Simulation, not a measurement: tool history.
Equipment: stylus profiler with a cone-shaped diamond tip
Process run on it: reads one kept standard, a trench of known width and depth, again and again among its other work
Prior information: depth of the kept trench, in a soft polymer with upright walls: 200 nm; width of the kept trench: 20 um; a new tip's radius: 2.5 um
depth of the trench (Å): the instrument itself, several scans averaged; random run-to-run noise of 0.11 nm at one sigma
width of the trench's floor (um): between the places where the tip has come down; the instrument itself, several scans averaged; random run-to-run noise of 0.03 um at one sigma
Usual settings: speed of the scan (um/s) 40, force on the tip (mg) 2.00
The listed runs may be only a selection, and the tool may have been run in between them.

run	hour	speed of the scan (um/s)	force on the tip (mg)	depth of the trench (Å)	width of the trench's floor (um)
1	0.0	40	2.00	2011.9	17.56
2	20.6	40	2.00	2010.5	17.52
3	61.1	41	2.00	2014.2	17.49
4	103.8	40	2.00	2012.5	17.48
5	139.7	40	1.28	2005.3	17.47
6	175.5	40	1.28	2006.8	17.44
7	222.7	40	1.28	2007.7	17.44
8	251.7	59	2.00	2012.0	17.40
9	293.5	12	2.00	2012.9	17.52
10	327.9	40	2.00	2013.7	17.41
11	371.7	14	1.26	2007.2	17.55
12	418.5	53	4.58	2026.0	17.38
13	453.2	139	2.28	2012.6	17.06
14	489.8	40	1.19	2005.2	17.36
15	524.1	35	1.21	2004.7	17.38
16	561.6	70	0.76	2000.7	17.13
17	604.8	15	1.27	2007.1	17.35
18	632.4	15	1.27	2006.8	17.47
19	677.3	11	1.76	2008.4	17.44

Forecast each of these 3 alternatives for the next run:
A	701.7	55	0.80	?	?
B	701.7	68	0.99	?	?
C	701.7	68	1.76	?	?

run	depth of the trench (Å)	width of the trench's floor (um)
A	2001.8	17.13
B	2003.8	17.16
C	2007.8	17.20
With no hidden state in the tool, these same runs would have given:
run	depth of the trench (Å)	width of the trench's floor (um)
A	2009.7	17.70
B	2011.7	17.72
C	2015.7	17.77
